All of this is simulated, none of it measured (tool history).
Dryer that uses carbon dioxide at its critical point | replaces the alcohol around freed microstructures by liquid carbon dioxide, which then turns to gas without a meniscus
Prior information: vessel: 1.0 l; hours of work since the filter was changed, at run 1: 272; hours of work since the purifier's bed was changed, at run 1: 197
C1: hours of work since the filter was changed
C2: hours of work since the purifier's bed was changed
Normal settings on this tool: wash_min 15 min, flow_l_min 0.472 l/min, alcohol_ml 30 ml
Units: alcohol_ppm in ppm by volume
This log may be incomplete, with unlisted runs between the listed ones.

Run 1, hour 0.0: usual settings; C1 272; C2 197. Result: alcohol_ppm 137 ppm by volume.
Run 2, hour 36.8: usual settings; C1 284; C2 209. Result: alcohol_ppm 152 ppm by volume.
Run 3, hour 52.9: usual settings; C1 289; C2 214. Result: alcohol_ppm 153 ppm by volume.
Run 4, hour 86.4: usual settings; C1 300; C2 225. Result: alcohol_ppm 153 ppm by volume.
Run 5, hour 115.7: usual settings; C1 310; C2 234. Result: alcohol_ppm 157 ppm by volume.
Run 6, hour 132.9: usual settings; C1 315; C2 240. Result: alcohol_ppm 160 ppm by volume.
Run 7, hour 167.9: usual settings; C1 327; C2 251. Result: alcohol_ppm 171 ppm by volume.
Run 8, hour 191.7: usual settings but flow_l_min 0.647 l/min; C1 334; C2 259. Result: alcohol_ppm 37 ppm by volume.
Run 9, hour 209.9: usual settings but flow_l_min 0.647 l/min; C1 340; C2 265. Result: alcohol_ppm 37 ppm by volume.
Run 10, hour 228.5: usual settings but flow_l_min 0.647 l/min; C1 346; C2 271. Result: alcohol_ppm 40 ppm by volume.
Run 11, hour 252.5: usual settings but wash_min 16 min, alcohol_ml 57 ml; C1 354; C2 279. Result: alcohol_ppm 235 ppm by volume.
At hour 279.9: inlet filter changed.
Run 12, hour 289.7: usual settings but wash_min 22 min, flow_l_min 0.318 l/min, alcohol_ml 114 ml; C1 3; C2 290. Result: alcohol_ppm 317 ppm by volume.
Run 13, hour 319.2: usual settings but wash_min 9 min, flow_l_min 0.329 l/min, alcohol_ml 56 ml; C1 13; C2 300. Result: alcohol_ppm 4518 ppm by volume.
Run 14, hour 347.5: usual settings but wash_min 14 min, flow_l_min 0.407 l/min, alcohol_ml 56 ml; C1 22; C2 309. Result: alcohol_ppm 446 ppm by volume.
Run 15, hour 363.1: usual settings but wash_min 11 min, flow_l_min 0.526 l/min; C1 27; C2 314. Result: alcohol_ppm 214 ppm by volume.
Run 16, hour 391.1: usual settings but wash_min 19 min, flow_l_min 0.404 l/min, alcohol_ml 42 ml; C1 36; C2 323. Result: alcohol_ppm 78 ppm by volume.
Run 17, hour 412.3: usual settings but alcohol_ml 81 ml; C1 43; C2 330. Result: alcohol_ppm 201 ppm by volume.
Run 18, hour 433.1: usual settings but wash_min 21 min, alcohol_ml 23 ml; C1 50; C2 337. Result: alcohol_ppm 28 ppm by volume.
Run 19, hour 451.6: usual settings but wash_min 16 min, flow_l_min 0.609 l/min, alcohol_ml 80 ml; C1 56; C2 343. Result: alcohol_ppm 33 ppm by volume.
Run 20, hour 475.7: usual settings but wash_min 16 min, flow_l_min 0.486 l/min, alcohol_ml 44 ml; C1 64; C2 351. Result: alcohol_ppm 81 ppm by volume.

5 ways to go on from here, each from the tool as it stands after run 20. What would each give?
Run A, hour 490.8: usual settings but wash_min 16 min, flow_l_min 0.746 l/min, alcohol_ml 44 ml; C1 68; C2 356. Result: alcohol_ppm ?.
Run B, hour 490.8: usual settings but wash_min 16 min, flow_l_min 0.375 l/min, alcohol_ml 107 ml; C1 68; C2 356. Result: alcohol_ppm ?.
Run C, hour 490.8: usual settings but wash_min 16 min, flow_l_min 0.486 l/min, alcohol_ml 25 ml; C1 68; C2 356. Result: alcohol_ppm ?.
Run D, hour 490.8: usual settings but flow_l_min 0.716 l/min, alcohol_ml 75 ml; C1 68; C2 356. Result: alcohol_ppm ?.
Run E, hour 490.8: usual settings but alcohol_ml 66 ml; C1 68; C2 356. Result: alcohol_ppm ?.

run  alcohol_ppm
  A           26
  B          717
  C           55
  D           25
  E          177
Without the tool's unlogged condition, the same runs would have read:
run  alcohol_ppm
  A            8
  B          600
  C           30
  D            5
  E          132
